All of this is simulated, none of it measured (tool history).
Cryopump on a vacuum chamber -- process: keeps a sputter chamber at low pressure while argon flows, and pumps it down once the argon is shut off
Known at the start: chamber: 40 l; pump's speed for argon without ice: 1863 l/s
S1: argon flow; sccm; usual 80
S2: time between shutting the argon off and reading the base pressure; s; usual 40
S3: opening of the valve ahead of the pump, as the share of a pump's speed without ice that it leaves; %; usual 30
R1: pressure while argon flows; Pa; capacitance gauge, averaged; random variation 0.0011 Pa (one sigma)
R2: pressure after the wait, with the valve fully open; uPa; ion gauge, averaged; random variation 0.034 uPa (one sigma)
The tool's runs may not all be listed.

run 1 day=0.000 | S1=80 S2=40 S3=30 | R1=0.2569 R2=1.99
run 2 day=1.900 | S1=80 S2=40 S3=30 | R1=0.2591 R2=2.04
-- day=3.396 pump warmed up, emptied and cooled again
run 3 day=3.588 | S1=80 S2=40 S3=30 | R1=0.2442 R2=2.00
run 4 day=5.867 | S1=80 S2=55 S3=30 | R1=0.2459 R2=1.52
run 5 day=8.412 | S1=80 S2=55 S3=30 | R1=0.2487 R2=1.57
run 6 day=9.733 | S1=80 S2=55 S3=30 | R1=0.2473 R2=1.50
run 7 day=11.750 | S1=80 S2=55 S3=30 | R1=0.2502 R2=1.60
run 8 day=13.558 | S1=80 S2=201 S3=30 | R1=0.2500 R2=0.78
run 9 day=16.462 | S1=80 S2=40 S3=30 | R1=0.2524 R2=2.07
run 10 day=18.671 | S1=90 S2=40 S3=30 | R1=0.2864 R2=2.11

Run 11 comes next. What will it give?
run 11 day=21.592 | S1=80 S2=40 S3=20 | R1=? R2=?

R1: 0.3786 Pa
R2: 2.20 uPa
Minus the tool's unlogged condition, the same run would have read R1 0.3626 Pa, R2 1.83 uPa.

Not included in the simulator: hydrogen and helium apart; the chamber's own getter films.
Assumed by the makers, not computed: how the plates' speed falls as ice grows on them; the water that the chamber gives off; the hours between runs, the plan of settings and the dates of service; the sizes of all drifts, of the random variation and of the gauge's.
